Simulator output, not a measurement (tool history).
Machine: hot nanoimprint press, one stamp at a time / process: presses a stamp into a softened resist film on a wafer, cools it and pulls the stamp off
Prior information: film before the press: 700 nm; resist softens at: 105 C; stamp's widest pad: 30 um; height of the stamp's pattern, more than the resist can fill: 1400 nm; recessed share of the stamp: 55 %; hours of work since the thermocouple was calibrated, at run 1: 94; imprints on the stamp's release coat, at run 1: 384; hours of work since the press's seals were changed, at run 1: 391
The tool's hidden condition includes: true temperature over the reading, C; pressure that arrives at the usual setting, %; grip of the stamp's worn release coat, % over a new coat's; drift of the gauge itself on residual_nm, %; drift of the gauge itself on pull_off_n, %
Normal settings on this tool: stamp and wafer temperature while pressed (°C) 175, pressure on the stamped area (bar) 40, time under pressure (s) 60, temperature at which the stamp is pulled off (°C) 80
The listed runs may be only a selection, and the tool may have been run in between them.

run   hour  stamp and wafer temperature while pressed (°C)  pressure on the stamped area (bar)  time under pressure (s)  temperature at which the stamp is pulled off (°C)  hours of work since the thermocouple was calibrated  imprints on the stamp's release coat  hours of work since the press's seals were changed  resist left under the stamp's widest pad (angstrom)  greatest force while the stamp is pulled off (N)
  1      0                                             175                                  40                       60                                                 80                                                   94                                   384                                                 391                                                 2644                                               250
  2   20.2                                             175                                  40                       74                                                 80                                                  107                                   429                                                 403                                                 2417                                               244
  3   32.1                                             175                                  40                       74                                                 80                                                  114                                   456                                                 411                                                 2417                                               256
  4   42.7                                             175                                  40                       74                                                 80                                                  121                                   479                                                 418                                                 2432                                               264
  5   54.4                                             175                                  40                       60                                                 80                                                  128                                   505                                                 425                                                 2626                                               264
  6   63.8                                             175                                  40                       43                                                 80                                                  134                                   527                                                 431                                                 2988                                               271
  7   84.8                                             183                                  40                       60                                                 80                                                  147                                   573                                                 444                                                 2024                                               261
  8  101.2                                             168                                60.2                       97                                                 70                                                  158                                   610                                                 454                                                 2281                                               280
  9  113.1                                             168                                60.2                       97                                                 70                                                  165                                   637                                                 461                                                 2261                                               282
 10    133                                             168                                60.2                       97                                                 70                                                  177                                   681                                                 474                                                 2273                                               291
 11  146.9                                             168                                60.2                       97                                                 70                                                  186                                   712                                                 483                                                 2278                                               296
 12  161.7                                             175                                  40                      103                                                 82                                                  195                                   745                                                 492                                                 2135                                               283
 13  170.8                                             175                                  40                      103                                                 82                                                  201                                   766                                                 497                                                 2150                                               291
 14  184.2                                             176                                57.6                       37                                                 70                                                  209                                   796                                                 506                                                 2572                                               306

Forecast each of these 4 alternatives for the next run:
  A  198.6                                             169                                57.6                       37                                                 70                                                  218                                   828                                                 515                                                    ?                                                 ?
  B  198.6                                             176                                57.6                       37                                                 80                                                  218                                   828                                                 515                                                    ?                                                 ?
  C  198.6                                             175                                  40                       33                                                 80                                                  218                                   828                                                 515                                                    ?                                                 ?
  D  198.6                                             175                                24.7                       60                                                 80                                                  218                                   828                                                 515                                                    ?                                                 ?

run  resist left under the stamp's widest pad (angstrom)  greatest force while the stamp is pulled off (N)
  A                                                 3284                                               311
  B                                                 2593                                               286
  C                                                 3322                                               299
  D                                                 3360                                               290
Without the tool's hidden state the same runs would have given:
run  resist left under the stamp's widest pad (angstrom)  greatest force while the stamp is pulled off (N)
  A                                                 3194                                               232
  B                                                 2521                                               214
  C                                                 3245                                               224
  D                                                 3289                                               216

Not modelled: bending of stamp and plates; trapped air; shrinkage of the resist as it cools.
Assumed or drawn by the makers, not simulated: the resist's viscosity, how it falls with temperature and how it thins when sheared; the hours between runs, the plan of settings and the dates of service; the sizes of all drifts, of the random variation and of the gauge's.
